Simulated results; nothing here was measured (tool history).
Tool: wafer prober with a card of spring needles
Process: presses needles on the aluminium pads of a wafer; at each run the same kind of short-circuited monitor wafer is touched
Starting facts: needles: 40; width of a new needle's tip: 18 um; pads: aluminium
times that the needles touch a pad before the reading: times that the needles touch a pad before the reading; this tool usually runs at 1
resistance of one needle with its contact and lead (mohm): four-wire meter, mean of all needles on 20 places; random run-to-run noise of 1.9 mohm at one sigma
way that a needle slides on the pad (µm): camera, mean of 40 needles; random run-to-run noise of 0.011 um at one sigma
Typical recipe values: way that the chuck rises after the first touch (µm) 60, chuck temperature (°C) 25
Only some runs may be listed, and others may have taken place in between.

run	hour	way that the chuck rises after the first touch (µm)	chuck temperature (°C)	times that the needles touch a pad before the reading	resistance of one needle with its contact and lead (mohm)	way that a needle slides on the pad (µm)
1	0	60	25	1	260	10.42
2	12.1	60	25	2	304	10.42
# hour 14.5: height of the first contact set anew
# hour 21.7: tips cleaned on abrasive film
3	25.6	60	25	2	251	10.51
4	32.1	60	25	2	286	10.53
5	43.6	60	25	2	305	10.52
# hour 46.4: tips cleaned on abrasive film
6	54.7	60	31	1	321	10.53
7	64.2	60	31	1	369	10.51
# hour 71.2: tips cleaned on abrasive film
8	78.9	60	31	1	318	10.5
9	93.3	60	31	1	379	10.49
# hour 95.6: tips cleaned on abrasive film
10	102.9	60	31	1	319	10.47
11	108.9	60	25	1	357	10.47
12	115.5	44	25	1	514	7.66
# hour 120: tips cleaned on abrasive film
13	126.3	44	25	1	390	7.66
14	138.9	44	25	1	509	7.63

What does the tool deliver on the next run?
# hour 144.6: tips cleaned on abrasive film
15	148.4	44	25	2	?	?

resistance of one needle with its contact and lead (mohm): 292
way that a needle slides on the pad (µm): 7.65
Had the tool carried no hidden state, the very same run would have given resistance of one needle with its contact and lead (mohm) 212, way that a needle slides on the pad (µm) 7.73.
